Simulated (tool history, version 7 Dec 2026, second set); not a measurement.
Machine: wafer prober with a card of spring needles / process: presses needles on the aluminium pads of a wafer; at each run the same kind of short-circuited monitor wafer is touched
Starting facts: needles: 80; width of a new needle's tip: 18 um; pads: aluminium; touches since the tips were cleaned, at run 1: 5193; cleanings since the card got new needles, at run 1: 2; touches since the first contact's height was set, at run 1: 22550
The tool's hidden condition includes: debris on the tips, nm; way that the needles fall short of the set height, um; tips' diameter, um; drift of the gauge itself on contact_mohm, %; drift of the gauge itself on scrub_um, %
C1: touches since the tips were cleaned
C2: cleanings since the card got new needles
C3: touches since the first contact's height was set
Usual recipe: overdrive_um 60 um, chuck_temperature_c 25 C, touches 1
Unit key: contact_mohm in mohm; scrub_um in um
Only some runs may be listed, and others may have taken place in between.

Run 1, hour 0: usual settings; C1 5193; C2 2; C3 22550. Result: contact_mohm 221 mohm, scrub_um 9.9 um.
At hour 10.2: tips cleaned on abrasive film.
Run 2, hour 10.2: usual settings but overdrive_um 48 um; C1 0; C2 3; C3 24926. Result: contact_mohm 130 mohm, scrub_um 7.87 um.
Run 3, hour 18.9: usual settings but overdrive_um 48 um; C1 2056; C2 3; C3 26982. Result: contact_mohm 198 mohm, scrub_um 8 um.
Run 4, hour 29.4: usual settings but overdrive_um 48 um, chuck_temperature_c 26 C; C1 4527; C2 3; C3 29453. Result: contact_mohm 250 mohm, scrub_um 7.85 um.
At hour 42.6: tips cleaned on abrasive film.
Run 5, hour 42.6: usual settings but overdrive_um 48 um, chuck_temperature_c 26 C; C1 6; C2 4; C3 32542. Result: contact_mohm 128 mohm, scrub_um 7.98 um.
Run 6, hour 52.4: usual settings but overdrive_um 48 um, chuck_temperature_c 26 C; C1 2298; C2 4; C3 34834. Result: contact_mohm 207 mohm, scrub_um 7.88 um.
Run 7, hour 60.4: usual settings but overdrive_um 48 um, chuck_temperature_c 26 C; C1 4177; C2 4; C3 36713. Result: contact_mohm 247 mohm, scrub_um 7.94 um.
Run 8, hour 72.7: usual settings but touches 3; C1 7073; C2 4; C3 39609. Result: contact_mohm 157 mohm, scrub_um 9.92 um.
At hour 74.8: tips cleaned on abrasive film.
Run 9, hour 83.7: usual settings but touches 3; C1 2102; C2 5; C3 42186. Result: contact_mohm 140 mohm, scrub_um 9.69 um.
Run 10, hour 92.5: usual settings but touches 3; C1 4161; C2 5; C3 44245. Result: contact_mohm 145 mohm, scrub_um 9.83 um.
Run 11, hour 99.7: usual settings; C1 5875; C2 5; C3 45959. Result: contact_mohm 219 mohm, scrub_um 9.96 um.
At hour 107.2: tips cleaned on abrasive film.
Run 12, hour 107.5: usual settings; C1 57; C2 6; C3 47751. Result: contact_mohm 127 mohm, scrub_um 9.79 um.
Run 13, hour 116.1: usual settings; C1 2083; C2 6; C3 49777. Result: contact_mohm 173 mohm, scrub_um 9.81 um.
Run 14, hour 125: usual settings but chuck_temperature_c 30 C; C1 4182; C2 6; C3 51876. Result: contact_mohm 207 mohm, scrub_um 9.88 um.
Run 15, hour 131.5: usual settings but chuck_temperature_c 30 C; C1 5724; C2 6; C3 53418. Result: contact_mohm 215 mohm, scrub_um 9.9 um.
Run 16, hour 138.9: usual settings but chuck_temperature_c 30 C; C1 7451; C2 6; C3 55145. Result: contact_mohm 226 mohm, scrub_um 9.85 um.
At hour 139.8: tips cleaned on abrasive film.
Run 17, hour 147.2: usual settings but overdrive_um 53 um; C1 1738; C2 7; C3 57082. Result: contact_mohm 183 mohm, scrub_um 8.62 um.
Run 18, hour 153.4: usual settings but touches 2; C1 3199; C2 7; C3 58543. Result: contact_mohm 161 mohm, scrub_um 9.85 um.
Run 19, hour 166.5: usual settings but overdrive_um 76 um, chuck_temperature_c 67 C, touches 3; C1 6273; C2 7; C3 61617. Result: contact_mohm 144 mohm, scrub_um 12.5 um.
At hour 172.2: tips cleaned on abrasive film.
Run 20, hour 172.6: usual settings but overdrive_um 76 um, chuck_temperature_c 67 C, touches 3; C1 79; C2 8; C3 63029. Result: contact_mohm 122 mohm, scrub_um 12.54 um.
Run 21, hour 185.3: usual settings but overdrive_um 70 um, chuck_temperature_c 95 C; C1 3072; C2 8; C3 66022. Result: contact_mohm 175 mohm, scrub_um 11.43 um.
Run 22, hour 194.1: usual settings but overdrive_um 70 um, chuck_temperature_c 60 C, touches 3; C1 5160; C2 8; C3 68110. Result: contact_mohm 144 mohm, scrub_um 11.51 um.
Run 23, hour 202.4: usual settings but overdrive_um 49 um, touches 2; C1 7092; C2 8; C3 70042. Result: contact_mohm 219 mohm, scrub_um 7.96 um.
At hour 204.6: tips cleaned on abrasive film.
Run 24, hour 211: usual settings but overdrive_um 49 um; C1 1508; C2 9; C3 72051. Result: contact_mohm 189 mohm, scrub_um 8.01 um.
Run 25, hour 219.8: usual settings but overdrive_um 71 um; C1 3571; C2 9; C3 74114. Result: contact_mohm 176 mohm, scrub_um 11.68 um.
Run 26, hour 226.3: usual settings but overdrive_um 57 um, chuck_temperature_c 40 C; C1 5112; C2 9; C3 75655. Result: contact_mohm 229 mohm, scrub_um 9.28 um.
Run 27, hour 232.8: usual settings but overdrive_um 64 um, touches 2; C1 6647; C2 9; C3 77190. Result: contact_mohm 176 mohm, scrub_um 10.42 um.
At hour 237.4: tips cleaned on abrasive film.
Run 28, hour 246.3: usual settings but overdrive_um 47 um, chuck_temperature_c 119 C; C1 2104; C2 10; C3 80343. Result: contact_mohm 211 mohm, scrub_um 7.54 um.
Run 29, hour 251.9: usual settings but overdrive_um 47 um, chuck_temperature_c 119 C; C1 3409; C2 10; C3 81648. Result: contact_mohm 237 mohm, scrub_um 7.52 um.
Run 30, hour 265.2: usual settings but chuck_temperature_c 118 C, touches 2; C1 6556; C2 10; C3 84795. Result: contact_mohm 189 mohm, scrub_um 9.82 um.
At hour 269.5: tips cleaned on abrasive film.
Run 31, hour 274.6: usual settings but chuck_temperature_c 118 C, touches 2; C1 1191; C2 11; C3 86971. Result: contact_mohm 153 mohm, scrub_um 9.73 um.
Run 32, hour 286.3: usual settings but overdrive_um 64 um, chuck_temperature_c 71 C, touches 3; C1 3951; C2 11; C3 89731. Result: contact_mohm 151 mohm, scrub_um 10.46 um.
Run 33, hour 296.1: usual settings but overdrive_um 64 um, chuck_temperature_c 71 C, touches 2; C1 6249; C2 11; C3 92029. Result: contact_mohm 175 mohm, scrub_um 10.46 um.

Consider 4 possible next runs. They are alternatives, not a sequence: every one starts from the tool as it was left by run 33. What does each give?
At hour 301.7: tips cleaned on abrasive film.
Run A, hour 302.9: usual settings but overdrive_um 64 um, chuck_temperature_c 28 C, touches 2; C1 289; C2 12; C3 93618. Result: contact_mohm ?, scrub_um ?.
At hour 301.7: tips cleaned on abrasive film.
Run B, hour 302.9: usual settings but overdrive_um 64 um, chuck_temperature_c 41 C; C1 289; C2 12; C3 93618. Result: contact_mohm ?, scrub_um ?.
At hour 301.7: tips cleaned on abrasive film.
Run C, hour 302.9: usual settings but overdrive_um 52 um, chuck_temperature_c 62 C; C1 289; C2 12; C3 93618. Result: contact_mohm ?, scrub_um ?.
At hour 301.7: tips cleaned on abrasive film.
Run D, hour 302.9: usual settings but overdrive_um 71 um, chuck_temperature_c 71 C, touches 2; C1 289; C2 12; C3 93618. Result: contact_mohm ?, scrub_um ?.

run  contact_mohm  scrub_um
  A           125     10.43
  B           135     10.44
  C           151       8.4
  D           129     11.55
What these runs would have given with no unlogged condition in the tool:
run  contact_mohm  scrub_um
  A           114     10.66
  B           117     10.67
  C           126      8.63
  D           120     11.78

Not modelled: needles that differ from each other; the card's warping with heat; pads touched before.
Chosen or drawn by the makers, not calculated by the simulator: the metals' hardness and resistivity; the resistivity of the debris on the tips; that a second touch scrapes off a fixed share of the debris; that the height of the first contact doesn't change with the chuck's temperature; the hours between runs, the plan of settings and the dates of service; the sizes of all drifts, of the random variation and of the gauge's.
